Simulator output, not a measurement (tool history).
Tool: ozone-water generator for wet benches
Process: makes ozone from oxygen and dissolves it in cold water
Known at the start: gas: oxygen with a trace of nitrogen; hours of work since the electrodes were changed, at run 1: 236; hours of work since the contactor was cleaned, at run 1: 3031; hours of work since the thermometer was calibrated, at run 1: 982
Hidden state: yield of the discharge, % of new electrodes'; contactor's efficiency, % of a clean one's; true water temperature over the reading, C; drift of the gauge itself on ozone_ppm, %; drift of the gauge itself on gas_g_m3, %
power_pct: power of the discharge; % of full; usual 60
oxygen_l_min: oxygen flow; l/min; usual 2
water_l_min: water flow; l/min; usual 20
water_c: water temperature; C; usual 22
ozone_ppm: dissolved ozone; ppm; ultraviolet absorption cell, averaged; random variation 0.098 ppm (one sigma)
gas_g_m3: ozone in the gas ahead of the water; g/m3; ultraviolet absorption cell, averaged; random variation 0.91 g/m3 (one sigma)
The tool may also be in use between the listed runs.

run,day,power_pct,oxygen_l_min,water_l_min,water_c,hours of work since the electrodes were changed,hours of work since the contactor was cleaned,hours of work since the thermometer was calibrated,ozone_ppm,gas_g_m3
1,0,60,2,20,22,236,3031,982,7.83,153.6
2,2.808,60,2,20,22,277,3072,1022,7.84,152
3,6.35,60,2,20,22,328,3123,1073,7.68,152
4,8.688,60,2,20,22,361,3157,1107,7.84,150.4
5,10.958,60,2,20,22,394,3189,1139,7.68,150.7
6,14.233,60,2,20,22,441,3236,1187,7.94,151.7
7,18.104,60,2,20,22,497,3292,1242,7.77,151.7
8,20.654,60,2,20,22,534,3329,1279,7.79,152.1
9,24.604,60,2,20,22,591,3386,1336,7.71,150.8
10,26.933,60,2,20,16,624,3419,1370,7.92,149.8
11,31.642,60,2,19,22,692,3487,1437,8.06,151.3
12,34.904,60,2,19,22,739,3534,1484,8.05,148.9
13,37.762,60,2,20,20,780,3575,1526,7.6,151.9
14,40.554,60,1.06,20,22,820,3616,1566,6.55,211.7
# day 40.912: contactor cleaned
15,43.75,60,1.06,20,22,864,41,1609,6.46,212.3
16,46.592,60,2.03,21,25,905,82,1650,7.02,149.1
17,49.892,60,2.03,21,25,953,129,1698,7.07,148.3
18,52.492,60,1.08,30,22,990,167,1735,4.07,209.8
19,56.208,60,2.03,19,22,1044,220,1789,7.92,148.7
# day 57.175: contactor cleaned, once more
20,59.742,60,2.95,16,22,1092,37,1837,9.96,120.5
21,63.2,56,1.01,28,23,1142,87,1887,4.2,201.8
22,65.442,45,2,20,22,1174,119,1920,6.28,119.2
23,69.996,45,2,20,22,1240,185,1985,6.18,119.1
24,74.112,52,1.44,20,22,1299,244,2044,6.37,157.7

3 ways to go on from here, each from the tool as it stands after run 24. What would each give?
A,76.358,56,3.18,20,17,1331,276,2077,?,?
B,76.358,52,1.19,20,22,1331,276,2077,?,?
C,76.358,60,2,20,18,1331,276,2077,?,?

run,ozone_ppm,gas_g_m3
A,8.4,111.5
B,6.06,176.4
C,7.97,148.3
Without the tool's hidden state the same runs would have given:
run,ozone_ppm,gas_g_m3
A,8.64,114
B,6.23,180
C,8.22,151.8
